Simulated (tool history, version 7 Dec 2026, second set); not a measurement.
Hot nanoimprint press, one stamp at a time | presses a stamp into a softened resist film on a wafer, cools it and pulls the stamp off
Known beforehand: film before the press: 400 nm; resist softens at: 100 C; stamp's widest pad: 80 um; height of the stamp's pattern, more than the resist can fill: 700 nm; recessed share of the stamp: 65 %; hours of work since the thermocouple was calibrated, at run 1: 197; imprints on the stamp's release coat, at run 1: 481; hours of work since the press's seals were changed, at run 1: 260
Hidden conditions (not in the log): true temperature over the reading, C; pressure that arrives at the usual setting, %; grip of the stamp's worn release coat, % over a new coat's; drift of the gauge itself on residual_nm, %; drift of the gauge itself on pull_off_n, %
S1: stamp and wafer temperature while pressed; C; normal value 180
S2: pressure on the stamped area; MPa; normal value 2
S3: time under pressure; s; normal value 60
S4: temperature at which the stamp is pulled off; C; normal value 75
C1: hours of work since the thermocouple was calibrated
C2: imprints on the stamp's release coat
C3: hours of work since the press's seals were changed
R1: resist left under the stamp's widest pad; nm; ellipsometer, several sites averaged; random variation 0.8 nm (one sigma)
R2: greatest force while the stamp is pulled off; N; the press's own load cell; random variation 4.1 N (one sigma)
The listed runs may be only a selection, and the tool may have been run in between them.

run	hour	S1	S2	S3	S4	C1	C2	C3	R1	R2
1	0	180	2	60	75	197	481	260	203.8	220
2	5.8	180	2	60	75	200	498	263	203.9	207
3	13.4	180	2	60	75	204	519	267	204.8	212
4	25.9	180	2	60	75	211	555	274	204.7	219
5	31.8	180	2	60	75	214	572	277	203.9	218
6	38.9	180	2	60	67	217	593	280	206.4	264
7	46.2	180	2	60	75	221	614	284	203.9	224
8	52.1	180	2	60	75	224	631	287	205.2	210
9	62	180	1.97	60	75	229	659	292	206.2	222
10	68.2	180	1.97	60	75	233	677	295	206.3	219
11	78	180	1.97	60	75	238	705	300	205	222
12	90.1	180	2	60	75	244	740	307	204.8	221
13	100.3	180	2	60	75	249	769	312	204.9	224
14	111.1	180	2	60	75	255	801	317	203.7	223
15	119.1	180	2	60	75	259	824	322	204.7	229
16	127.3	180	2	60	75	263	847	326	203.7	231
17	137.8	180	2.81	104	75	268	877	331	141.9	219
18	150.8	180	2.53	75	81	275	915	338	169.8	191
19	161.1	180	2.53	75	81	280	944	343	169.6	196
20	173.4	180	2.53	75	81	287	980	350	170	197
21	184.8	183	1.4	75	81	293	1013	355	202.4	190
22	192.7	183	1.61	75	70	297	1035	359	191.3	257
23	202.5	183	1.61	75	70	302	1064	365	190.2	257
24	210	183	1.61	75	70	306	1085	368	191.4	258
25	223.7	183	1.61	75	70	313	1125	375	189.9	263
26	230.6	179	1.61	76	63	316	1144	379	209.4	304
27	242.5	179	1.61	76	63	322	1179	385	208.1	306
28	250	178	1.61	76	63	326	1200	389	214.2	315
29	256.4	184	2	60	75	330	1219	392	184.7	233
30	263.6	170	2.46	60	77	333	1239	396	238.6	229
31	271.9	169	2	60	64	338	1263	400	260.1	298

The same runs without the tool's hidden state, with the same run-to-run variation:
run	R1	R2
1	205.7	206
2	205.9	193
3	206.8	197
4	206.8	202
5	206	201
6	208.5	241
7	206.1	205
8	207.4	191
9	208.5	201
10	208.6	198
11	207.4	200
12	207.3	199
13	207.5	200
14	206.3	199
15	207.4	203
16	206.4	205
17	143.8	192
18	172.1	167
19	172	171
20	172.5	171
21	205.6	165
22	194.4	221
23	193.4	219
24	194.6	219
25	193.3	223
26	213.1	255
27	211.9	256
28	218.2	263
29	187.9	195
30	242.8	191
31	264.7	246
